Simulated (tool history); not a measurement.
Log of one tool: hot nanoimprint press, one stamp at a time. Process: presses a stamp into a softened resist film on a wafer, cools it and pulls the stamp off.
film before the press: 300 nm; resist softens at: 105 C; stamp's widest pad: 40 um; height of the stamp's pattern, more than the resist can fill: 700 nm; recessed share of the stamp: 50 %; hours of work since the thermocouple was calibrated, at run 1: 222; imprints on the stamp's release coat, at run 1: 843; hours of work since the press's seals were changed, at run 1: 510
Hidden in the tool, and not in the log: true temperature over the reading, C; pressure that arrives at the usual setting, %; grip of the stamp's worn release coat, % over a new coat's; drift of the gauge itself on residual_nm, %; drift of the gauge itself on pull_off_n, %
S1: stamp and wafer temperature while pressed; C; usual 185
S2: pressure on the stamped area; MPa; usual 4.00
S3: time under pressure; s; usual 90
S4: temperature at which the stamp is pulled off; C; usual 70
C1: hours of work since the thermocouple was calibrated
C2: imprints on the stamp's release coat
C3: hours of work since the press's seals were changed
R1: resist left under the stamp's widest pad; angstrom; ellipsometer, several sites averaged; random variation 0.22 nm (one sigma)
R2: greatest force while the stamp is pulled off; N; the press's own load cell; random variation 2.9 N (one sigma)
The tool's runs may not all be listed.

Run 1, day 0.000: usual settings; C1 222; C2 843; C3 510. Result: R1 1420 angstrom, R2 136 N.
At day 0.650: stamp cleaned and given a new release coat.
Run 2, day 0.700: usual settings; C1 228; C2 5; C3 515. Result: R1 1420 angstrom, R2 137 N.
At day 1.196: press's hydraulic seals changed and the load cell set to zero.
Run 3, day 1.621: usual settings but S3 52 s; C1 235; C2 58; C3 5. Result: R1 1703 angstrom, R2 134 N.
Run 4, day 2.538: usual settings but S3 52 s; C1 246; C2 140; C3 16. Result: R1 1695 angstrom, R2 133 N.
Run 5, day 3.354: usual settings but S3 52 s; C1 256; C2 213; C3 26. Result: R1 1701 angstrom, R2 129 N.
Run 6, day 4.183: usual settings but S3 52 s; C1 266; C2 287; C3 37. Result: R1 1700 angstrom, R2 134 N.
Run 7, day 4.825: usual settings but S3 88 s; C1 274; C2 345; C3 44. Result: R1 1428 angstrom, R2 137 N.
Run 8, day 5.650: usual settings but S3 88 s; C1 284; C2 419; C3 54. Result: R1 1425 angstrom, R2 137 N.
Run 9, day 6.438: usual settings but S4 63 C; C1 294; C2 490; C3 64. Result: R1 1415 angstrom, R2 148 N.
Run 10, day 7.417: usual settings but S4 63 C; C1 306; C2 577; C3 76. Result: R1 1416 angstrom, R2 147 N.
Run 11, day 8.117: usual settings but S4 63 C; C1 315; C2 640; C3 85. Result: R1 1418 angstrom, R2 142 N.
Run 12, day 9.083: usual settings but S4 63 C; C1 326; C2 727; C3 96. Result: R1 1416 angstrom, R2 147 N.
Run 13, day 9.971: usual settings but S2 3.00 MPa, S3 54 s; C1 337; C2 806; C3 107. Result: R1 1886 angstrom, R2 132 N.
Run 14, day 10.521: usual settings but S2 3.00 MPa, S3 54 s; C1 344; C2 855; C3 114. Result: R1 1879 angstrom, R2 133 N.
At day 10.971: stamp cleaned and given a new release coat.
Run 15, day 11.292: usual settings but S2 3.00 MPa, S3 69 s, S4 58 C; C1 350; C2 28; C3 120. Result: R1 1757 angstrom, R2 149 N.
Run 16, day 12.112: usual settings but S4 68 C; C1 360; C2 102; C3 130. Result: R1 1416 angstrom, R2 136 N.
Run 17, day 13.146: usual settings but S1 184 C, S2 4.78 MPa, S3 49 s, S4 64 C; C1 373; C2 195; C3 143. Result: R1 1642 angstrom, R2 144 N.
Run 18, day 13.825: usual settings but S1 184 C, S2 4.78 MPa, S3 49 s, S4 64 C; C1 381; C2 255; C3 151. Result: R1 1636 angstrom, R2 144 N.
Run 19, day 14.617: usual settings but S1 184 C, S2 4.78 MPa, S3 49 s, S4 64 C; C1 391; C2 326; C3 161. Result: R1 1641 angstrom, R2 142 N.

Forecast each of these 3 alternatives for the next run:
At day 15.196: plate thermocouple calibrated.
Run A, day 15.200: usual settings but S2 5.21 MPa, S3 78 s; C1 0; C2 368; C3 167. Result: R1 ?, R2 ?.
At day 15.196: plate thermocouple calibrated.
Run B, day 15.200: usual settings but S2 5.22 MPa, S3 166 s; C1 0; C2 368; C3 167. Result: R1 ?, R2 ?.
At day 15.196: plate thermocouple calibrated.
Run C, day 15.200: usual settings but S1 184 C, S2 4.78 MPa, S3 62 s, S4 73 C; C1 0; C2 368; C3 167. Result: R1 ?, R2 ?.

run    R1   R2
  A  1301  144
  B   981  129
  C  1520  130
Without the tool's hidden state the same runs would have given:
run    R1   R2
  A  1311  143
  B   989  129
  C  1531  129
